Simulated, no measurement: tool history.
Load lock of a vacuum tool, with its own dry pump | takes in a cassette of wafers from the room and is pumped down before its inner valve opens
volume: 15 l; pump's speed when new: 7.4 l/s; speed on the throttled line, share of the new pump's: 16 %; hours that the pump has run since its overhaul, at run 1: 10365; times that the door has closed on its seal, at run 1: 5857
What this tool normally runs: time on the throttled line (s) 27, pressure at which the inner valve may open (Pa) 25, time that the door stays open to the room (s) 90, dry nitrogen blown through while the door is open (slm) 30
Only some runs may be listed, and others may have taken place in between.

run	hour	time on the throttled line (s)	pressure at which the inner valve may open (Pa)	time that the door stays open to the room (s)	dry nitrogen blown through while the door is open (slm)	hours that the pump has run since its overhaul	times that the door has closed on its seal	incoming humidity of the room's air, %	time from the closed door until the inner valve may open (s)	rise of the pressure with all valves shut (Pa/min)
1	0.0	27	25	90	30	10365	5857	44.9	40.8	0.055
2	180.1	27	25	90	30	10546	6147	44.6	40.9	0.065
3	441.0	27	27	90	30	10806	6566	44.0	40.7	0.070
4	781.6	29	25	90	30	11147	7113	47.3	42.4	0.068
5	1039.1	29	25	90	30	11405	7527	44.9	42.2	0.076
6	1208.5	29	25	90	30	11574	7800	44.5	43.0	0.079
7	1383.3	29	25	90	30	11749	8081	45.7	42.6	0.084
8	1694.3	27	25	90	30	12060	8581	46.2	41.5	0.088
9	1906.0	51	25	90	30	12271	8921	42.8	61.0	0.092
10	2206.1	51	25	90	30	12572	9403	44.1	60.7	0.092
11	2407.3	27	25	90	30	12773	9727	47.1	41.7	0.093
12	2552.8	27	25	90	30	12918	9961	41.4	41.2	0.097
13	2717.0	27	25	90	30	13082	10225	47.5	41.1	0.100
14	3004.6	14	25	90	30	13370	10687	42.6	30.9	0.106
15	3319.3	14	25	90	30	13685	11193	42.7	30.7	0.102
16	3574.4	14	25	90	30	13940	11603	45.2	30.6	0.118
17	3881.7	14	25	90	14	14247	12097	44.2	30.5	0.133
18	4062.6	14	25	90	14	14428	12387	44.1	31.2	0.138
19	4286.6	14	25	90	14	14652	12748	45.0	31.0	0.140
20	4483.0	20	20	169	30	14848	13063	44.5	36.6	0.138
21	4684.5	37	25	39	30	15050	13387	46.9	50.0	0.135
22	5037.8	42	40	90	19	15403	13955	42.2	52.6	0.152
23	5218.0	23	40	40	13	15583	14245	47.0	37.3	0.150
24	5402.8	38	25	90	30	15768	14542	43.5	50.7	0.149
25	5757.9	38	25	90	30	16123	15113	46.0	50.1	0.162
26	6098.6	38	25	90	30	16464	15660	43.5	50.0	0.166
27	6361.8	22	25	90	30	16727	16083	44.7	38.0	0.176
28	6672.3	23	26	46	8	17038	16582	45.4	38.7	0.189
29	6936.2	23	26	46	8	17302	17007	46.7	38.8	0.191
30	7082.6	23	19	163	8	17448	17242	44.6	38.9	0.218
31	7381.8	48	46	70	10	17747	17723	44.0	57.4	0.218
32	7694.9	48	46	70	10	18060	18226	47.7	57.4	0.221
33	7982.3	19	37	30	44	18348	18688	43.3	34.0	0.212
34	8133.7	27	28	90	15	18499	18932	43.3	41.7	0.226
35	8376.8	27	28	90	15	18742	19322	45.1	41.4	0.234
36	8544.8	27	28	71	15	18910	19592	44.4	42.0	0.239

Measured minus without-hidden-state, run by run (identical run-to-run variation in each term; gauge scatter may differ):
Hidden conditions of the tool in this case: pump's speed, % of a new pump's; leak at the door's seal, Pa l/s; drift of the gauge itself on ready_s, %; drift of the gauge itself on rise_pa_min, %.
run	time from the closed door until the inner valve may open (s)	rise of the pressure with all valves shut (Pa/min)
1	+1.4	+0.036
2	+1.4	+0.039
3	+1.5	+0.042
4	+1.4	+0.047
5	+1.5	+0.050
6	+1.5	+0.053
7	+1.5	+0.055
8	+1.6	+0.060
9	+1.1	+0.063
10	+1.1	+0.068
11	+1.7	+0.071
12	+1.7	+0.073
13	+1.7	+0.077
14	+2.0	+0.081
15	+2.0	+0.084
16	+2.0	+0.091
17	+2.1	+0.098
18	+2.1	+0.101
19	+2.1	+0.105
20	+2.1	+0.109
21	+1.7	+0.114
22	+1.4	+0.120
23	+1.9	+0.124
24	+1.8	+0.127
25	+1.8	+0.135
26	+1.8	+0.143
27	+2.3	+0.148
28	+2.2	+0.155
29	+2.3	+0.159
30	+2.4	+0.165
31	+1.5	+0.176
32	+1.5	+0.180
33	+2.3	+0.189
34	+2.3	+0.189
35	+2.2	+0.199
36	+2.3	+0.206
